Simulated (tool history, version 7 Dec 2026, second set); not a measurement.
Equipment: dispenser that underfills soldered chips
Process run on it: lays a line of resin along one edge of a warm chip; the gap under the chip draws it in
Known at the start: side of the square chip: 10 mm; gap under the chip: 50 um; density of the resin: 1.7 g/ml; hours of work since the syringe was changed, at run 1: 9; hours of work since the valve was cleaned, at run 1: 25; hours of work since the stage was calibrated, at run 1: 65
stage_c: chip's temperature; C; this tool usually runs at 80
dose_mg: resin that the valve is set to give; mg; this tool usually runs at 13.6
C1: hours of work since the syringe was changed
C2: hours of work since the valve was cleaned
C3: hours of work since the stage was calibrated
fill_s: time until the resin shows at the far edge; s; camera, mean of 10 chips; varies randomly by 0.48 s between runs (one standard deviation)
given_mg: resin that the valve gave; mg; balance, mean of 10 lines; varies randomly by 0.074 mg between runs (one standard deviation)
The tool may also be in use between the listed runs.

Run 1, hour 0.0: usual settings; C1 9; C2 25; C3 65. Result: fill_s 48.8 s, given_mg 13.09 mg.
At hour 0.8: new syringe of resin.
Run 2, hour 4.4: usual settings but dose_mg 12.9 mg; C1 2; C2 28; C3 67. Result: fill_s 39.2 s, given_mg 12.52 mg.
Run 3, hour 11.9: usual settings but dose_mg 12.9 mg; C1 7; C2 33; C3 72. Result: fill_s 48.5 s, given_mg 12.60 mg.
At hour 14.9: new syringe of resin.
Run 4, hour 20.3: usual settings but dose_mg 12.9 mg; C1 4; C2 38; C3 78. Result: fill_s 39.8 s, given_mg 12.44 mg.
Run 5, hour 25.4: usual settings but stage_c 90 C; C1 7; C2 41; C3 81. Result: fill_s 28.4 s, given_mg 12.93 mg.
At hour 29.2: new syringe of resin.
Run 6, hour 29.2: usual settings but stage_c 90 C; C1 0; C2 44; C3 83. Result: fill_s 23.3 s, given_mg 13.07 mg.
Run 7, hour 38.0: usual settings but dose_mg 12.6 mg; C1 6; C2 50; C3 89. Result: fill_s 44.4 s, given_mg 12.04 mg.
Run 8, hour 42.1: usual settings but dose_mg 12.6 mg; C1 9; C2 52; C3 92. Result: fill_s 49.7 s, given_mg 11.91 mg.
At hour 43.9: new syringe of resin.
Run 9, hour 46.1: usual settings but stage_c 95 C, dose_mg 14.3 mg; C1 1; C2 55; C3 94. Result: fill_s 19.9 s, given_mg 13.46 mg.
Run 10, hour 51.6: usual settings but stage_c 92 C, dose_mg 14.3 mg; C1 5; C2 58; C3 98. Result: fill_s 25.4 s, given_mg 13.57 mg.
Run 11, hour 56.5: usual settings but stage_c 92 C, dose_mg 14.3 mg; C1 8; C2 62; C3 101. Result: fill_s 27.7 s, given_mg 13.33 mg.
At hour 58.0: new syringe of resin.
Run 12, hour 65.4: usual settings but stage_c 70 C, dose_mg 13.1 mg; C1 5; C2 67; C3 107. Result: fill_s 70.6 s, given_mg 12.17 mg.

For some of the steps in fill_s from one run to the next: how much would appear even if the tool had no hidden state, given the settings, what came in and random variation, and how much remains for the hidden state plus any gauge scatter that the measured result and the result without hidden state don't share?
Hidden state at play: resin's viscosity, % of fresh resin's; dose that the valve gives, % of what is set; true chip temperature over the reading, C; drift of the gauge itself on fill_s, %; drift of the gauge itself on given_mg, %.
Run 8 -> 9: stage_c 80 -> 95, dose_mg 12.6 -> 14.3, new syringe of resin. fill_s -29.8 s: hidden state -11.6, all else -18.2.
Run 11 -> 12: stage_c 92 -> 70, dose_mg 14.3 -> 13.1, new syringe of resin. fill_s +42.9 s: hidden state +2.9, all else +40.0.
